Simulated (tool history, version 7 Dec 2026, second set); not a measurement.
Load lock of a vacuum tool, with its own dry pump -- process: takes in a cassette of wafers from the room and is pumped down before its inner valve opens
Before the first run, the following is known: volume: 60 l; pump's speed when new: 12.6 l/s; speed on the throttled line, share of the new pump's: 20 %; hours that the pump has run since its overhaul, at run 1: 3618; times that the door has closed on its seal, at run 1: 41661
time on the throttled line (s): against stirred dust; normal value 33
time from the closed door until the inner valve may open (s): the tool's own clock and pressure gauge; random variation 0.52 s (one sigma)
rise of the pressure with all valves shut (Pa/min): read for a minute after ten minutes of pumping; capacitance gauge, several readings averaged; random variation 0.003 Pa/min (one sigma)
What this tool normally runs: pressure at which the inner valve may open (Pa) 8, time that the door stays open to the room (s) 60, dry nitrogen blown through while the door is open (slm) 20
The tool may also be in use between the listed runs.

run,hour,time on the throttled line (s),pressure at which the inner valve may open (Pa),time that the door stays open to the room (s),dry nitrogen blown through while the door is open (slm),hours that the pump has run since its overhaul,times that the door has closed on its seal,"incoming humidity of the room's air, %",time from the closed door until the inner valve may open (s),rise of the pressure with all valves shut (Pa/min)
1,0,33,8,60,20,3618,41661,44.4,75.3,0.368
2,224.8,33,8,60,20,3842,42605,46.6,73.7,0.376
3,550.6,33,8,60,20,4168,43972,44,74.2,0.396
4,753,33,10,60,20,4371,44822,44.3,73.7,0.409
5,1058.2,33,8,60,20,4676,46103,42.9,76.3,0.423
6,1272.2,33,8,60,20,4890,47001,48.2,74.2,0.437
7,1590,33,7,60,20,5208,48334,45.2,75.6,0.459
8,1916.7,33,7,60,20,5534,49706,45.5,76.1,0.485
9,2141,33,7,60,20,5759,50647,44.9,76.9,0.496
10,2478.8,33,7,60,20,6096,52065,47.2,77.2,0.502
11,2666.7,33,7,60,20,6284,52854,45.6,77.3,0.514
12,2978.8,60,7,95,20,6596,54163,44.7,98,0.556

Predict each of these 5 candidate next runs independently; none follows another, all start after run 12:
A,3293.7,29,7,95,20,6911,55485,44.6,?,?
B,3293.7,33,8,25,16,6911,55485,47.2,?,?
C,3293.7,26,7,81,4,6911,55485,42.3,?,?
D,3293.7,32,7,136,20,6911,55485,45.3,?,?
E,3293.7,60,7,71,22,6911,55485,43.2,?,?

run,time from the closed door until the inner valve may open (s),rise of the pressure with all valves shut (Pa/min)
A,73.8,0.575
B,76.7,0.55
C,71.8,0.584
D,75.6,0.572
E,98.5,0.554
Without the tool's hidden state the same runs would have given:
run,time from the closed door until the inner valve may open (s),rise of the pressure with all valves shut (Pa/min)
A,68.8,0.046
B,71.7,0.02
C,66.6,0.068
D,70.6,0.054
E,94.2,0.036
